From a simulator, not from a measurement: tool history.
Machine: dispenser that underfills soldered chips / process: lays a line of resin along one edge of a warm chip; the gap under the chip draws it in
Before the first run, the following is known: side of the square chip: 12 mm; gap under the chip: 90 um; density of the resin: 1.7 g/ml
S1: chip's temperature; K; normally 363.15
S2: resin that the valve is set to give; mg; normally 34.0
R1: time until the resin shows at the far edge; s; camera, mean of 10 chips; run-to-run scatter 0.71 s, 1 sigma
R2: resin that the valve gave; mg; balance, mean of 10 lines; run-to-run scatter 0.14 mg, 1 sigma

run	hour	S1	S2	R1	R2
1	0.0	363.15	34.0	82.1	34.04
2	4.5	363.15	28.9	97.5	28.74
# hour 6.2: new syringe of resin
3	8.0	363.15	34.0	67.1	34.04
4	12.1	363.15	34.0	76.9	33.27
5	15.0	363.15	34.0	83.6	33.43
6	18.0	357.15	34.0	123.1	33.32
# hour 20.3: new syringe of resin
7	21.3	363.15	42.4	65.4	41.71
8	24.1	363.15	34.0	72.6	33.54
9	26.9	348.15	34.0	164.3	33.45
10	28.8	348.15	34.0	176.3	33.55
11	30.9	376.15	34.0	49.9	33.49
12	33.0	363.15	41.1	94.3	40.31
# hour 34.3: new syringe of resin
13	36.5	363.15	41.1	66.3	40.24
14	41.3	353.15	38.6	125.3	37.73
15	43.9	373.15	42.6	53.6	41.49
# hour 48.3: new syringe of resin
16	48.3	373.15	42.6	38.5	41.23
17	50.4	373.15	42.6	41.5	41.68
18	54.2	373.15	30.1	48.8	29.24
19	57.9	355.15	37.1	124.9	36.33
20	61.7	355.15	34.5	142.2	33.17
# hour 62.4: new syringe of resin
21	64.0	375.15	36.0	39.2	34.62
22	68.8	351.15	36.0	141.9	34.81
23	72.0	361.15	35.7	94.4	34.39
24	74.4	361.15	35.7	102.4	34.51
# hour 76.4: new syringe of resin
# hour 77.7: dispensing valve cleaned and set on the balance
25	80.0	361.15	35.7	74.6	35.78
26	83.3	358.15	34.0	98.0	33.84

Alternative continuations, all from the tool just after run 26; predict every row:
A	85.4	358.15	38.5	?	?
B	85.4	357.15	29.1	?	?
C	85.4	349.15	34.0	?	?
D	85.4	362.15	34.0	?	?

run	R1	R2
A	104.0	38.31
B	111.8	28.84
C	164.9	33.92
D	85.7	34.02
Without the tool's hidden state the same runs would have given:
run	R1	R2
A	82.2	38.45
B	88.3	28.95
C	130.5	34.04
D	67.6	34.14
